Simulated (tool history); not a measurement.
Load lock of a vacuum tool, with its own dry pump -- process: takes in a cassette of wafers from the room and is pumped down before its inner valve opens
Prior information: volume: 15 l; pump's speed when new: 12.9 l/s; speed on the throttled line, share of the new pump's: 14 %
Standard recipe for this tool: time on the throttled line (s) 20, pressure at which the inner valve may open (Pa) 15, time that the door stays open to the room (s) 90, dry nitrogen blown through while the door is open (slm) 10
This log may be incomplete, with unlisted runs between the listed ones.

run    hour  time on the throttled line (s)  pressure at which the inner valve may open (Pa)  time that the door stays open to the room (s)  dry nitrogen blown through while the door is open (slm)  incoming humidity of the room's air, %  time from the closed door until the inner valve may open (s)  rise of the pressure with all valves shut (Pa/min)
  1       0                              20                                               15                                             90                                                       10                                    46.6                                                          28.2                                               0.254
  2   179.1                              11                                               15                                             90                                                       10                                    43.7                                                          21.2                                               0.259
  3   306.8                              11                                               15                                             90                                                       10                                    48.2                                                            21                                               0.264
  4     483                              11                                               15                                             90                                                       10                                    46.2                                                          20.6                                               0.268
  5   734.9                              11                                               15                                             90                                                       10                                    45.2                                                          20.9                                               0.272
  6   876.8                              11                                               15                                             90                                                       10                                    44.5                                                          20.9                                                0.27
  7  1026.5                              11                                               15                                             90                                                       10                                    43.1                                                          20.9                                               0.268
  8  1177.7                              20                                               15                                             90                                                       10                                    44.9                                                          28.9                                               0.276
  9  1310.5                              20                                               13                                             90                                                       10                                    46.2                                                          28.7                                               0.294
 10  1507.5                              15                                               19                                             90                                                        4                                    44.1                                                          24.1                                                 0.3
 11    1621                              15                                               19                                             90                                                        4                                    45.3                                                          24.3                                               0.306
 12  1868.6                              33                                               19                                             31                                                       10                                    47.7                                                          38.9                                               0.271

For run 13, what comes out?
 13  2035.2                              20                                               21                                             74                                                       10                                    49.8                                                             ?                                                   ?

time from the closed door until the inner valve may open (s): 28.4
rise of the pressure with all valves shut (Pa/min): 0.3
Without the tool's hidden state the same run would have given time from the closed door until the inner valve may open (s) 27.2, rise of the pressure with all valves shut (Pa/min) 0.073.

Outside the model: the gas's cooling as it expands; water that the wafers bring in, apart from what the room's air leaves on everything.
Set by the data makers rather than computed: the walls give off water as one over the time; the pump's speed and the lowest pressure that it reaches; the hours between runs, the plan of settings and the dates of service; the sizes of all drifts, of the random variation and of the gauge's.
